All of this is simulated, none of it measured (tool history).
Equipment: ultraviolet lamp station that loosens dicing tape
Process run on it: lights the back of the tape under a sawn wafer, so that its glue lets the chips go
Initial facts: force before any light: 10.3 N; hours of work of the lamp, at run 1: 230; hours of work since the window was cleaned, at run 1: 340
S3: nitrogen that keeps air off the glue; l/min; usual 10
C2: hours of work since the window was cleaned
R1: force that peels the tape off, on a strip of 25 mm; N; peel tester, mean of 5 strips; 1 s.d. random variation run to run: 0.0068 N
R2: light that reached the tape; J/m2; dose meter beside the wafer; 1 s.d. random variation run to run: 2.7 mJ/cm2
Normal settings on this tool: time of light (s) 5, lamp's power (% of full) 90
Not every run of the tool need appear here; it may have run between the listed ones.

{"run": 1, "day": 0.0, "time of light (s)": 5, "lamp's power (% of full)": 90, "S3": 10, "hours of work of the lamp": 230, "C2": 340, "R1": 0.349, "R2": 3240}
{"run": 2, "day": 0.562, "time of light (s)": 5, "lamp's power (% of full)": 90, "S3": 10, "hours of work of the lamp": 236, "C2": 346, "R1": 0.348, "R2": 3190}
{"run": 3, "day": 1.167, "time of light (s)": 5, "lamp's power (% of full)": 90, "S3": 10, "hours of work of the lamp": 242, "C2": 353, "R1": 0.346, "R2": 3180}
{"run": 4, "day": 1.758, "time of light (s)": 5, "lamp's power (% of full)": 90, "S3": 10, "hours of work of the lamp": 248, "C2": 359, "R1": 0.35, "R2": 3170}
{"run": 5, "day": 2.342, "time of light (s)": 5, "lamp's power (% of full)": 90, "S3": 10, "hours of work of the lamp": 255, "C2": 365, "R1": 0.364, "R2": 3140}
{"run": 6, "day": 2.908, "time of light (s)": 5, "lamp's power (% of full)": 90, "S3": 10, "hours of work of the lamp": 260, "C2": 371, "R1": 0.353, "R2": 3090}
{"run": 7, "day": 3.512, "time of light (s)": 5, "lamp's power (% of full)": 90, "S3": 10, "hours of work of the lamp": 267, "C2": 378, "R1": 0.361, "R2": 3130}
{"run": 8, "day": 3.921, "time of light (s)": 5, "lamp's power (% of full)": 90, "S3": 6, "hours of work of the lamp": 271, "C2": 382, "R1": 0.632, "R2": 3130}
{"run": 9, "day": 4.267, "time of light (s)": 5, "lamp's power (% of full)": 90, "S3": 6, "hours of work of the lamp": 275, "C2": 386, "R1": 0.666, "R2": 3160}
{"run": 10, "day": 4.721, "time of light (s)": 5, "lamp's power (% of full)": 90, "S3": 6, "hours of work of the lamp": 280, "C2": 390, "R1": 0.65, "R2": 3110}
{"run": 11, "day": 5.329, "time of light (s)": 5, "lamp's power (% of full)": 90, "S3": 10, "hours of work of the lamp": 286, "C2": 397, "R1": 0.391, "R2": 3120}
{"run": 12, "day": 5.908, "time of light (s)": 5, "lamp's power (% of full)": 78, "S3": 10, "hours of work of the lamp": 292, "C2": 403, "R1": 0.549, "R2": 2660}
{"day": 5.962, "done": "window cleaned of glue's vapour"}
{"run": 13, "day": 6.317, "time of light (s)": 5, "lamp's power (% of full)": 78, "S3": 10, "hours of work of the lamp": 296, "C2": 4, "R1": 0.633, "R2": 2510}
{"run": 14, "day": 6.938, "time of light (s)": 5, "lamp's power (% of full)": 78, "S3": 10, "hours of work of the lamp": 303, "C2": 10, "R1": 0.646, "R2": 2550}
{"run": 15, "day": 7.425, "time of light (s)": 5, "lamp's power (% of full)": 90, "S3": 10, "hours of work of the lamp": 308, "C2": 16, "R1": 0.443, "R2": 2900}
{"run": 16, "day": 7.962, "time of light (s)": 5, "lamp's power (% of full)": 90, "S3": 10, "hours of work of the lamp": 314, "C2": 21, "R1": 0.44, "R2": 2860}
{"day": 8.5, "done": "window cleaned of glue's vapour, once more"}
{"run": 17, "day": 8.758, "time of light (s)": 5, "lamp's power (% of full)": 90, "S3": 10, "hours of work of the lamp": 322, "C2": 3, "R1": 0.281, "R2": 3460}
{"run": 18, "day": 9.188, "time of light (s)": 5, "lamp's power (% of full)": 82, "S3": 10, "hours of work of the lamp": 327, "C2": 7, "R1": 0.368, "R2": 3120}
{"run": 19, "day": 9.617, "time of light (s)": 5, "lamp's power (% of full)": 82, "S3": 10, "hours of work of the lamp": 331, "C2": 12, "R1": 0.381, "R2": 3090}
{"run": 20, "day": 10.308, "time of light (s)": 5, "lamp's power (% of full)": 82, "S3": 10, "hours of work of the lamp": 338, "C2": 19, "R1": 0.376, "R2": 3130}
{"run": 21, "day": 10.812, "time of light (s)": 5, "lamp's power (% of full)": 82, "S3": 10, "hours of work of the lamp": 344, "C2": 24, "R1": 0.393, "R2": 3140}
{"run": 22, "day": 11.592, "time of light (s)": 3, "lamp's power (% of full)": 90, "S3": 9, "hours of work of the lamp": 352, "C2": 33, "R1": 1.206, "R2": 2020}
{"run": 23, "day": 12.258, "time of light (s)": 5, "lamp's power (% of full)": 61, "S3": 3, "hours of work of the lamp": 359, "C2": 40, "R1": 2.246, "R2": 2290}
{"run": 24, "day": 12.683, "time of light (s)": 6, "lamp's power (% of full)": 75, "S3": 15, "hours of work of the lamp": 364, "C2": 44, "R1": 0.205, "R2": 3400}
{"run": 25, "day": 13.246, "time of light (s)": 6, "lamp's power (% of full)": 75, "S3": 15, "hours of work of the lamp": 369, "C2": 50, "R1": 0.203, "R2": 3350}
{"run": 26, "day": 13.908, "time of light (s)": 5, "lamp's power (% of full)": 90, "S3": 10, "hours of work of the lamp": 376, "C2": 57, "R1": 0.316, "R2": 3350}
{"run": 27, "day": 14.671, "time of light (s)": 2, "lamp's power (% of full)": 76, "S3": 18, "hours of work of the lamp": 385, "C2": 65, "R1": 2.194, "R2": 1110}
{"run": 28, "day": 15.038, "time of light (s)": 5, "lamp's power (% of full)": 90, "S3": 13, "hours of work of the lamp": 388, "C2": 69, "R1": 0.225, "R2": 3260}
{"run": 29, "day": 15.483, "time of light (s)": 2, "lamp's power (% of full)": 72, "S3": 16, "hours of work of the lamp": 393, "C2": 74, "R1": 2.46, "R2": 1060}
{"run": 30, "day": 16.142, "time of light (s)": 2, "lamp's power (% of full)": 72, "S3": 16, "hours of work of the lamp": 400, "C2": 81, "R1": 2.634, "R2": 1060}
{"run": 31, "day": 16.846, "time of light (s)": 4, "lamp's power (% of full)": 64, "S3": 3, "hours of work of the lamp": 408, "C2": 88, "R1": 2.849, "R2": 1900}
{"run": 32, "day": 17.192, "time of light (s)": 5, "lamp's power (% of full)": 90, "S3": 11, "hours of work of the lamp": 411, "C2": 92, "R1": 0.297, "R2": 3270}

The next listed run, before its measurement:
{"run": 33, "day": 17.654, "time of light (s)": 5, "lamp's power (% of full)": 90, "S3": 4, "hours of work of the lamp": 416, "C2": 97, "R1": "?", "R2": "?"}

R1: 0.885 N
R2: 3220 J/m2
With the hidden condition absent and the run-to-run variation left alone, this run would have shown R1 0.658 N, R2 3640 J/m2.
